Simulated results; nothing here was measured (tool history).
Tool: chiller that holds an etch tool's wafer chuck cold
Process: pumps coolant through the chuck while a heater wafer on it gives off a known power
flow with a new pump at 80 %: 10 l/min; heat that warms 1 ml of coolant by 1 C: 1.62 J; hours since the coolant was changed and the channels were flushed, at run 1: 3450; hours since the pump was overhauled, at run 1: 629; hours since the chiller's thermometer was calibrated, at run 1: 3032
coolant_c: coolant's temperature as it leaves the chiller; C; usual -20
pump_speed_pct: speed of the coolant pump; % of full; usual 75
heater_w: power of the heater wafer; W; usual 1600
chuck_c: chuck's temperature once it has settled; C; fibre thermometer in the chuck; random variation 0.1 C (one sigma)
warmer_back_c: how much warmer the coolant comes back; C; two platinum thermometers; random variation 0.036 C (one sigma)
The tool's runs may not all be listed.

run,hour,coolant_c,pump_speed_pct,heater_w,hours since the coolant was changed and the channels were flushed,hours since the pump was overhauled,hours since the chiller's thermometer was calibrated,chuck_c,warmer_back_c
1,0,-20,75,1600,3450,629,3032,-2.5,6.41
2,62.5,-20,75,1600,3513,691,3094,-2.5,6.38
3,150.4,-20,75,1600,3601,779,3182,-2.6,6.33
4,264.2,-20,75,1600,3715,893,3296,-2.6,6.4
5,351,-20,84,1600,3801,980,3383,-3.9,5.73
6,459,-20,75,1600,3910,1088,3491,-2.4,6.44
7,549,-11,75,1600,4000,1178,3581,6.6,6.44
# hour 559.9: coolant changed, channels flushed
8,628.1,-11,75,1600,68,1251,3654,6.6,6.53
9,700.5,-11,75,1600,141,1323,3726,6.4,6.47
10,814.3,-11,75,1600,254,1437,3840,6.5,6.46
11,917.8,-11,63,1950,358,1541,3943,13.6,9.55
12,1004.2,-30,63,1044,444,1627,4030,-16.8,5.14
13,1067.5,-24,89,906,508,1690,4093,-15.4,3.22
14,1182.9,-27,65,1600,623,1806,4209,-7.4,7.66
15,1302.7,-27,63,1600,743,1926,4328,-6.8,7.88

Hidden state or all else? Some run-to-run changes of warmer_back_c, split into what the settings, what came in and random variation would give without the hidden state, and what is left for the hidden state (with any gauge scatter that isn't in both results):
The hidden state here: heat passed by the chuck's channels, % of clean ones'; flow at a given pump speed, % of a new pump's; coolant's true temperature over the reading, C; drift of the gauge itself on chuck_c, C; drift of the gauge itself on warmer_back_c, C.
Run 2 -> 3: no setting changed, nothing entered. warmer_back_c -0.05 C: hidden state +0.02, all else -0.07.
Run 13 -> 14: coolant_c -24 -> -27, pump_speed_pct 89 -> 65, heater_w 906 -> 1600. warmer_back_c +4.44 C: hidden state +0.02, all else +4.42.
